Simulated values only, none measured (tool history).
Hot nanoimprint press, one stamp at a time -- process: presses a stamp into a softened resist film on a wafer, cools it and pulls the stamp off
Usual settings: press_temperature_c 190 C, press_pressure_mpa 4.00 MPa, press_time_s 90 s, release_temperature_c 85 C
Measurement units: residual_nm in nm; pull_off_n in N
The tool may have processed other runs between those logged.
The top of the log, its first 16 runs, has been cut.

run   hour  press_temperature_c  press_pressure_mpa  press_time_s  release_temperature_c  hours of work since the thermocouple was calibrated  imprints on the stamp's release coat  hours of work since the press's seals were changed  residual_nm  pull_off_n
 17  160.8                  200                4.00            53                     85                                                   10                                   684                                                 286         75.2         254
     172.1  -- stamp cleaned and given a new release coat
 18  178.1                  200                4.00            53                     85                                                   17                                    24                                                 293         75.2         232
 19  184.2                  190                5.73            90                     91                                                   20                                    49                                                 297         85.0         209
 20  194.6                  190                2.75            90                     80                                                   27                                    91                                                 303        113.3         255
 21  204.2                  190                2.75            90                     80                                                   33                                   130                                                 309        113.2         256
 22  214.4                  190                4.52            90                     79                                                   39                                   171                                                 315         94.1         263
     220.0  -- plate thermocouple calibrated, once more
 23  228.9                  183                4.00           100                     75                                                    5                                   217                                                 322        123.7         275
 24  236.7                  183                4.00           100                     75                                                   10                                   249                                                 327        123.5         275
 25  244.7                  183                4.00           100                     75                                                   15                                   281                                                 332        123.7         279
 26  258.6                  183                4.00            52                     85                                                   24                                   337                                                 341        146.8         240
 27  271.3                  189                4.00            99                     90                                                   32                                   388                                                 349         95.3         220
 28  283.2                  189                4.00           161                     75                                                   39                                   436                                                 356         78.0         280

What does the tool deliver on the next run?
 29  289.6                  183                3.14            90                     85                                                   43                                   462                                                 360            ?           ?

residual_nm: 137.7 nm
pull_off_n: 241 N
If the tool had no hidden condition, the same run with the same run-to-run variation would have returned residual_nm 136.8 nm, pull_off_n 225 N.
